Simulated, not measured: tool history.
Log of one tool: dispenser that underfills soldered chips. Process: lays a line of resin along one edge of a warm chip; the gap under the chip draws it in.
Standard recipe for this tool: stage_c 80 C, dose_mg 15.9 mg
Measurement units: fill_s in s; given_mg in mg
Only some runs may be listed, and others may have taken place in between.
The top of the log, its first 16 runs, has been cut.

| run | hour | stage_c | dose_mg | hours of work since the syringe was changed | hours of work since the valve was cleaned | hours of work since the stage was calibrated | fill_s | given_mg |
|---|---|---|---|---|---|---|---|---|
| 17 | 109.2 | 80 | 15.7 | 9 | 44 | 371 | 71.1 | 15.36 |
|  | 112.6 | new syringe of resin |
| 18 | 113.9 | 73 | 14.1 | 1 | 47 | 374 | 73.4 | 13.78 |
|  | 117.1 | dispensing valve cleaned and set on the balance |
| 19 | 120.5 | 73 | 17.8 | 5 | 2 | 378 | 84.3 | 17.74 |
| 20 | 128 | 85 | 15.5 | 10 | 8 | 384 | 58.2 | 15.48 |
|  | 129.6 | new syringe of resin |
| 21 | 136.7 | 88 | 20.2 | 5 | 14 | 390 | 40.3 | 20.04 |
|  | 146.1 | new syringe of resin |
| 22 | 147.2 | 68 | 14.4 | 1 | 21 | 397 | 95.5 | 14.21 |
| 23 | 151.7 | 65 | 15.2 | 4 | 24 | 400 | 125.6 | 15.02 |
|  | 161.9 | new syringe of resin |
| 24 | 161.9 | 65 | 15.2 | 0 | 31 | 407 | 109.1 | 14.94 |
| 25 | 168.4 | 80 | 16.7 | 5 | 36 | 412 | 59.3 | 16.39 |
|  | 177.7 | new syringe of resin |
| 26 | 178.6 | 87 | 19.6 | 1 | 43 | 419 | 35 | 19.14 |
|  | 187.3 | dispensing valve cleaned and set on the balance |
| 27 | 189.6 | 87 | 19.6 | 8 | 2 | 426 | 47.7 | 19.62 |
|  | 194.5 | new syringe of resin |
| 28 | 196.5 | 68 | 20.4 | 1 | 6 | 431 | 94.1 | 20.33 |
| 29 | 206 | 95 | 16.4 | 8 | 13 | 438 | 34.5 | 16.3 |
|  | 210.8 | new syringe of resin |
| 30 | 215.5 | 80 | 19.4 | 3 | 20 | 444 | 56.4 | 19.22 |
| 31 | 223.7 | 89 | 19.7 | 9 | 25 | 450 | 46.3 | 19.39 |
|  | 226.9 | new syringe of resin |
| 32 | 230.8 | 93 | 14.7 | 3 | 30 | 455 | 30.4 | 14.44 |
| 33 | 236.5 | 70 | 20.1 | 7 | 34 | 459 | 107.5 | 19.75 |
|  | 242.7 | new syringe of resin |
| 34 | 247.1 | 72 | 16 | 3 | 42 | 466 | 83.2 | 15.65 |

Alternative continuations, all from the tool just after run 34; predict every row:
| A | 254.5 | 66 | 16 | 8 | 47 | 471 | ? | ? |
| B | 254.5 | 74 | 16 | 8 | 47 | 471 | ? | ? |
| C | 254.5 | 87 | 13.6 | 8 | 47 | 471 | ? | ? |
| D | 254.5 | 89 | 16.8 | 8 | 47 | 471 | ? | ? |
| E | 254.5 | 89 | 14.6 | 8 | 47 | 471 | ? | ? |

| run | fill_s | given_mg |
|---|---|---|
| A | 143.7 | 15.59 |
| B | 94 | 15.6 |
| C | 50.4 | 13.25 |
| D | 44.6 | 16.39 |
| E | 44.9 | 14.19 |
Stripped of hidden state, with their random variation kept, the same runs would have yielded:
| run | fill_s | given_mg |
|---|---|---|
| A | 90.3 | 15.99 |
| B | 59.3 | 16 |
| C | 32 | 13.59 |
| D | 28.4 | 16.81 |
| E | 28.6 | 14.55 |

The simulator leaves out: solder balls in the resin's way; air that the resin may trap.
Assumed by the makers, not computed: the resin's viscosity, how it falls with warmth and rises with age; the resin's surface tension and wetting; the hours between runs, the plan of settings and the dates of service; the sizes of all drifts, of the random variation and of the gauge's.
